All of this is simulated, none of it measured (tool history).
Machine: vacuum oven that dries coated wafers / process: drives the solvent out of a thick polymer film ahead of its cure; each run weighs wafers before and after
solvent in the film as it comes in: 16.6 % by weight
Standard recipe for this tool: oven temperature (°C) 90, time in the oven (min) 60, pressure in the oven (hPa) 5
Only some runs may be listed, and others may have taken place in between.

run	hour	oven temperature (°C)	time in the oven (min)	pressure in the oven (hPa)	solvent left in the film (%)
1	0	90	60	5	1.14
2	28.9	90	101	5	0.5
3	70.9	90	60	5	1.18
4	98.6	90	60	5	1.19
5	125	90	60	5	1.21
6	165.7	90	60	9.1	1.45
7	196.8	90	60	9.1	1.48
8	233.1	97	60	5	0.48
9	269.5	97	60	5	0.46
10	302.1	90	60	12.3	1.68
11	322.8	90	35	5	2.91
12	353	90	60	5	1.16
13	372.5	90	60	5	1.2
14	417	90	60	5	1.15
15	456.2	90	60	5	1.17
16	485.7	90	60	5	1.14
17	526.6	90	60	5	1.16
18	554.4	90	60	5	1.17
19	575.9	90	65	5	1
20	608.6	90	60	5	1.14
21	631.4	90	60	5	1.17
22	657.9	90	58	8.36	1.45
23	697.8	95	42	4.23	1.13
24	716.8	99	51	2.96	0.37
25	757.6	99	99	4.36	0.27
26	782.1	99	99	4.36	0.31
27	814.5	87	44	12.79	3.27
28	834	91	57	13.78	1.63
29	873.5	91	57	13.78	1.68
30	918.7	95	64	10.64	0.92
31	945.9	103	73	16.71	0.83
32	977.8	103	81	13.22	0.67
33	1014.9	94	102	8.76	0.64
34	1041.7	94	102	8.76	0.68
35	1085.1	94	102	8.76	0.68
36	1107.2	98	30	15	2.03
37	1133.6	98	30	15	2.03
38	1174.6	98	30	15	2.02
39	1214.5	98	75	2.5	0.24

The log once held 2 entries between its listed runs, left out of this copy. Where does each go, and what is different about the tool's unlogged condition between the listed run before it and the listed run after it?
Logged between run 2 and run 3: oven's thermocouples calibrated (hour 65.5)
  true wafer temperature over the reading, C: 0.42 -> -0.01; true pressure over the reading, kPa: 0.03 -> 0.033
  measured result minus the result with no hidden state, solvent left in the film (%): +0 -> +0.03
Logged between run 29 and run 30: oven's thermocouples calibrated (hour 891.8)
  true wafer temperature over the reading, C: 0.73 -> 0.15; true pressure over the reading, kPa: 0.102 -> 0.106
  measured result minus the result with no hidden state, solvent left in the film (%): -0.06 -> +0.05

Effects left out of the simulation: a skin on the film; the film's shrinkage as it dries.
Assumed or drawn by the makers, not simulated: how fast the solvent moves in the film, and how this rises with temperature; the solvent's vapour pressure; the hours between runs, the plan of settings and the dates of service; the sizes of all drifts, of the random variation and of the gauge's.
